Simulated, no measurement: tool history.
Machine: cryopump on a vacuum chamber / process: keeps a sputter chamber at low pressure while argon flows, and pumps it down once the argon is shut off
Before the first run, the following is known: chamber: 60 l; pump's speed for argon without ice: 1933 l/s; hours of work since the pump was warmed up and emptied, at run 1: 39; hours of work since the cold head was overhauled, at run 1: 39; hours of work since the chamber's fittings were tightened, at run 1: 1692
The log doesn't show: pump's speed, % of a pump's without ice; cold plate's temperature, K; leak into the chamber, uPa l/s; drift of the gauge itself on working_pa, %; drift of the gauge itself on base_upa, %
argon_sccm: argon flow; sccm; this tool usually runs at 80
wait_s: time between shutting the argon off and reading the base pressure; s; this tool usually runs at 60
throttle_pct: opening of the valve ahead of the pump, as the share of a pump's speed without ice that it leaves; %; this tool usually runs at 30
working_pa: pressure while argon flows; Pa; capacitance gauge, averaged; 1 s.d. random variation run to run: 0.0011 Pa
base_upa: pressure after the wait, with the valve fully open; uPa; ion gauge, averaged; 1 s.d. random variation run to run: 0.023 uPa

| run | hour | argon_sccm | wait_s | throttle_pct | hours of work since the pump was warmed up and emptied | hours of work since the cold head was overhauled | hours of work since the chamber's fittings were tightened | working_pa | base_upa |
|---|---|---|---|---|---|---|---|---|---|
| 1 | 0.0 | 80 | 60 | 30 | 39 | 39 | 1692 | 0.2336 | 1.52 |
| 2 | 13.1 | 80 | 60 | 24 | 44 | 44 | 1698 | 0.2922 | 1.57 |
| 3 | 25.2 | 80 | 60 | 24 | 49 | 49 | 1703 | 0.2947 | 1.54 |
| 4 | 36.4 | 80 | 49 | 24 | 54 | 54 | 1708 | 0.2910 | 1.73 |
| 5 | 49.4 | 80 | 49 | 17 | 60 | 60 | 1713 | 0.4144 | 1.72 |
| 6 | 66.9 | 80 | 49 | 17 | 67 | 67 | 1721 | 0.4112 | 1.63 |
| 7 | 84.5 | 80 | 49 | 17 | 74 | 74 | 1728 | 0.4132 | 1.72 |
| 8 | 98.4 | 80 | 30 | 30 | 80 | 80 | 1734 | 0.2341 | 2.11 |
| 9 | 115.7 | 39 | 60 | 30 | 87 | 87 | 1741 | 0.1138 | 1.59 |
| 10 | 132.4 | 39 | 60 | 30 | 94 | 94 | 1748 | 0.1150 | 1.59 |
| 11 | 145.7 | 39 | 60 | 30 | 100 | 100 | 1754 | 0.1154 | 1.60 |
| 12 | 154.9 | 80 | 34 | 30 | 104 | 104 | 1758 | 0.2351 | 2.09 |
| 13 | 171.8 | 80 | 34 | 30 | 111 | 111 | 1765 | 0.2343 | 2.03 |
| 14 | 185.5 | 80 | 34 | 30 | 117 | 117 | 1771 | 0.2349 | 2.00 |
| 15 | 195.9 | 80 | 60 | 46 | 121 | 121 | 1775 | 0.1539 | 1.62 |
| 16 | 205.7 | 80 | 60 | 46 | 125 | 125 | 1779 | 0.1533 | 1.59 |
| 17 | 219.2 | 80 | 60 | 46 | 131 | 131 | 1785 | 0.1547 | 1.59 |
| 18 | 230.4 | 80 | 60 | 40 | 136 | 136 | 1790 | 0.1779 | 1.62 |
| 19 | 242.9 | 80 | 60 | 40 | 141 | 141 | 1795 | 0.1772 | 1.56 |
| 20 | 261.1 | 80 | 60 | 40 | 149 | 149 | 1803 | 0.1779 | 1.62 |
| 21 | 272.2 | 80 | 138 | 30 | 153 | 153 | 1807 | 0.2363 | 1.20 |
| 22 | 290.9 | 67 | 278 | 30 | 161 | 161 | 1815 | 0.1982 | 1.09 |
| 23 | 305.5 | 54 | 278 | 30 | 167 | 167 | 1821 | 0.1585 | 1.13 |
| 24 | 315.4 | 50 | 278 | 19 | 172 | 172 | 1825 | 0.2310 | 1.17 |
| 25 | 325.9 | 50 | 57 | 37 | 176 | 176 | 1830 | 0.1199 | 1.63 |
| 26 | 334.6 | 70 | 103 | 54 | 180 | 180 | 1834 | 0.1155 | 1.33 |
| 27 | 346.6 | 108 | 60 | 34 | 185 | 185 | 1839 | 0.2834 | 1.66 |
| 28 | 364.9 | 108 | 60 | 34 | 193 | 193 | 1846 | 0.2827 | 1.61 |
| 29 | 380.4 | 80 | 22 | 43 | 199 | 199 | 1853 | 0.1660 | 2.68 |
| 30 | 392.7 | 80 | 22 | 43 | 204 | 204 | 1858 | 0.1653 | 2.73 |
| 31 | 410.5 | 45 | 42 | 40 | 212 | 212 | 1866 | 0.0997 | 1.90 |
| 32 | 418.1 | 49 | 45 | 32 | 215 | 215 | 1869 | 0.1352 | 1.88 |
| 33 | 432.5 | 49 | 22 | 23 | 221 | 221 | 1875 | 0.1882 | 2.75 |
| 34 | 443.7 | 80 | 82 | 22 | 226 | 226 | 1880 | 0.3222 | 1.50 |

Forecast each of these 4 alternatives for the next run:
| A | 456.0 | 80 | 37 | 45 | 231 | 231 | 1885 | ? | ? |
| B | 456.0 | 80 | 45 | 27 | 231 | 231 | 1885 | ? | ? |
| C | 456.0 | 79 | 30 | 42 | 231 | 231 | 1885 | ? | ? |
| D | 456.0 | 80 | 60 | 37 | 231 | 231 | 1885 | ? | ? |

| run | working_pa | base_upa |
|---|---|---|
| A | 0.1596 | 2.04 |
| B | 0.2620 | 1.89 |
| C | 0.1699 | 2.30 |
| D | 0.1930 | 1.62 |
With the hidden condition removed and each run's random variation left untouched, the same runs would have given:
| run | working_pa | base_upa |
|---|---|---|
| A | 0.1557 | 1.15 |
| B | 0.2580 | 0.99 |
| C | 0.1660 | 1.39 |
| D | 0.1891 | 0.75 |

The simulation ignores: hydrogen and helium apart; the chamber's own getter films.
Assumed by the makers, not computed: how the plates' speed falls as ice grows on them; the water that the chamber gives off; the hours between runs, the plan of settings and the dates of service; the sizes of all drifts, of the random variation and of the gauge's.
